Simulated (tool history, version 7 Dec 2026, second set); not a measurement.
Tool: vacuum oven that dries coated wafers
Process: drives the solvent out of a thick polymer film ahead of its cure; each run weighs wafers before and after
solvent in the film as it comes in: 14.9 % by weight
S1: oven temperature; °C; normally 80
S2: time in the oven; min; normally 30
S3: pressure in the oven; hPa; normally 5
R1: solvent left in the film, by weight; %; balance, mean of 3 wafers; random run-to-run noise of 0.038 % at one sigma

run	hour	S1	S2	S3	R1
1	0	80	30	5	3.56
2	68.4	80	26	5	4.17
3	126.4	80	26	5	4.19
4	203.6	80	26	5	4.19
5	273.3	80	26	5	4.13
6	348.3	80	28	5	3.88
7	426.2	66	28	5	7.04
8	494.2	66	28	5	7.13
9	528.9	80	30	5	3.65
10	593.5	80	30	5.26	3.63
11	629	68	30	5.26	6.36
12	704.5	68	30	5.26	6.35
13	749	68	30	5.26	6.34
14	798.1	92	30	5	1.5
15	855	92	30	5	1.43
# hour 863.6: oven's thermocouples calibrated
16	890.1	92	44	5	0.73
17	933.3	92	44	5	0.74

Run 18, settings as shown, results not yet in. Your forecast:
18	1013.8	92	30	5	?

R1: 1.43 %
Take away the tool's hidden state, keep the run-to-run variation as it was, and the same run would have given R1 1.45 %.

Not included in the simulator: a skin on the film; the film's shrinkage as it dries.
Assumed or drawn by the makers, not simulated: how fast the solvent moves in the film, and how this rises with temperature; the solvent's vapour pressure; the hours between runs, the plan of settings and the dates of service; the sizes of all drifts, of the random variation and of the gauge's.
